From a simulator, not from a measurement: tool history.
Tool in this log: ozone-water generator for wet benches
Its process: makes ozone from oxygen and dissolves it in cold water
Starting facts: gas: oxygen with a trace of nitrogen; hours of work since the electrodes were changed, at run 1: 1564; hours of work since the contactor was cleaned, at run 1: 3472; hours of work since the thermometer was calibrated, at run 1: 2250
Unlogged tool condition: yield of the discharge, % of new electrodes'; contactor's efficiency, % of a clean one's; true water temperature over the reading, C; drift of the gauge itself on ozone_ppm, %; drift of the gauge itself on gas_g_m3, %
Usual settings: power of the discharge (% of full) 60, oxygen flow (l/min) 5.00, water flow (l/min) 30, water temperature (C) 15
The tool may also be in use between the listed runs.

run,hour,power of the discharge (% of full),oxygen flow (l/min),water flow (l/min),water temperature (C),hours of work since the electrodes were changed,hours of work since the contactor was cleaned,hours of work since the thermometer was calibrated,dissolved ozone (ppm),ozone in the gas ahead of the water (g/m3)
1,0.0,60,5.00,30,15,1564,3472,2250,12.3,133.3
2,119.5,60,5.00,30,15,1667,3576,2353,12.4,134.1
3,264.1,60,5.00,30,15,1793,3701,2479,12.4,132.9
4,329.2,60,5.00,30,15,1849,3757,2535,12.1,135.0
5,419.5,60,5.00,30,7,1927,3836,2613,12.8,134.4
6,508.9,60,5.00,30,7,2005,3913,2691,13.1,131.6
7,580.4,60,5.00,30,7,2067,3975,2753,13.0,131.9
8,721.9,60,5.00,30,15,2190,4098,2876,11.9,135.0
9,791.9,60,5.00,30,15,2250,4159,2936,12.0,132.5
10,933.8,60,5.00,30,15,2373,4282,3059,11.9,131.2
11,1019.8,60,5.00,30,15,2448,4356,3134,12.1,130.6
# hour 1064.8: contactor cleaned
12,1092.2,60,5.00,30,15,2507,24,3193,11.9,130.9
13,1180.5,60,5.00,30,15,2584,100,3270,12.0,132.4
14,1322.7,60,5.00,30,15,2707,224,3393,12.0,132.2
15,1430.7,60,5.00,30,15,2801,317,3487,12.0,129.6
16,1524.2,60,5.00,30,15,2882,398,3568,12.0,130.4
17,1665.0,88,4.60,34,15,3004,520,3690,12.8,168.8
18,1790.1,88,4.60,34,15,3112,629,3798,12.8,169.0
19,1928.6,83,4.22,30,15,3232,749,3918,13.6,168.0
20,2029.4,83,4.22,30,15,3320,836,4006,14.0,166.5
21,2151.4,83,4.22,30,15,3425,942,4111,13.7,168.7
22,2224.3,83,4.22,30,15,3489,1005,4175,13.7,167.3
23,2289.1,85,6.15,34,15,3545,1061,4231,13.2,139.7
24,2355.0,60,2.79,20,15,3602,1119,4288,15.3,171.3
25,2474.8,41,8.41,44,15,3706,1222,4392,7.4,80.9
26,2591.8,60,3.69,18,15,3807,1324,4493,17.2,148.4
27,2678.0,60,5.00,23,15,3882,1399,4568,14.6,126.8
28,2808.4,60,5.00,23,15,3995,1512,4681,14.9,127.9
29,2879.1,58,5.00,29,13,4056,1573,4742,12.0,124.3
30,2986.4,58,5.00,29,13,4149,1666,4835,12.1,125.0
# hour 3109.4: water thermometer calibrated
31,3134.0,56,7.67,21,14,4277,1793,21,15.8,98.0

Here are 4 independent what-if runs from the current tool condition. What would each one return?
A,3221.5,56,7.67,45,22,4353,1869,97,?,?
B,3221.5,65,7.67,21,12,4353,1869,97,?,?
C,3221.5,72,7.67,41,14,4353,1869,97,?,?
D,3221.5,72,4.30,28,15,4353,1869,97,?,?

run,dissolved ozone (ppm),ozone in the gas ahead of the water (g/m3)
A,7.7,98.2
B,17.3,107.7
C,10.7,112.2
D,13.3,149.4
Had the tool no hidden state, the same runs would have come out as:
run,dissolved ozone (ppm),ozone in the gas ahead of the water (g/m3)
A,8.5,106.8
B,19.1,118.1
C,11.9,123.8
D,14.7,164.8
